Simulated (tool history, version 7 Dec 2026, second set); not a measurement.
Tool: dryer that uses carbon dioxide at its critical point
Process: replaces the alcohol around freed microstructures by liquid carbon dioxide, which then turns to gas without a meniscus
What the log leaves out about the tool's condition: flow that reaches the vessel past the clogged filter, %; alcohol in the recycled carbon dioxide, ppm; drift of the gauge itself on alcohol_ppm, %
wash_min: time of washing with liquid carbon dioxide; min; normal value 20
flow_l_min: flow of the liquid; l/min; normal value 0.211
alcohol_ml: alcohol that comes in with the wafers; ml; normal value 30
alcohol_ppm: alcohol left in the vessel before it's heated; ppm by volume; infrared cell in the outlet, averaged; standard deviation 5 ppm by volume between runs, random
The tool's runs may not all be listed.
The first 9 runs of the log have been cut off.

run   hour  wash_min  flow_l_min  alcohol_ml  hours of work since the filter was changed  hours of work since the purifier's bed was changed  alcohol_ppm
 10   94.9        16       0.211          30                                         151                                                 304          203
 11  112.1        16       0.211          30                                         160                                                 312          195
 12  125.3        20       0.164          30                                         166                                                 318          245
 13  136.6        20       0.211          30                                         171                                                 324           59
 14  147.7        20       0.211          30                                         177                                                 329           71
 15  157.7        14       0.211          30                                         182                                                 334          409
 16  171.9        14       0.211          30                                         188                                                 340          420
 17  180.1        14       0.211          41                                         192                                                 344          585
 18  187.8        14       0.211          41                                         196                                                 348          568
 19  201.1        20       0.211          30                                         202                                                 355           62
 20  214.1        20       0.211          20                                         209                                                 361           42
 21  230.4        20       0.211          20                                         216                                                 369           48
 22  247.0        20       0.211          51                                         224                                                 377          100
 23  256.5        18       0.270          51                                         229                                                 381           42
 24  269.0        23       0.183          95                                         235                                                 387          190
 25  279.5        20       0.203          40                                         240                                                 392          115
 26  289.6        20       0.152          40                                         245                                                 397          538
 27  302.5        20       0.152          40                                         251                                                 403          519
 28  313.4        20       0.211          30                                         256                                                 408           74
 29  323.2        15       0.192         113                                         261                                                 413         1857
 30  335.7        15       0.192         113                                         267                                                 419         1943
 31  350.2        15       0.192         113                                         274                                                 426         1942
 32  365.8        13       0.222          96                                         281                                                 434         1618
 33  379.7        13       0.222          96                                         288                                                 440         1623

What will run 34 give?
 34  392.1        15       0.146          50                                         294                                                 446            ?

{"run 34": {"alcohol_ppm": 2787}}
Without the tool's hidden state the same run would have given alcohol_ppm 2040 ppm by volume.
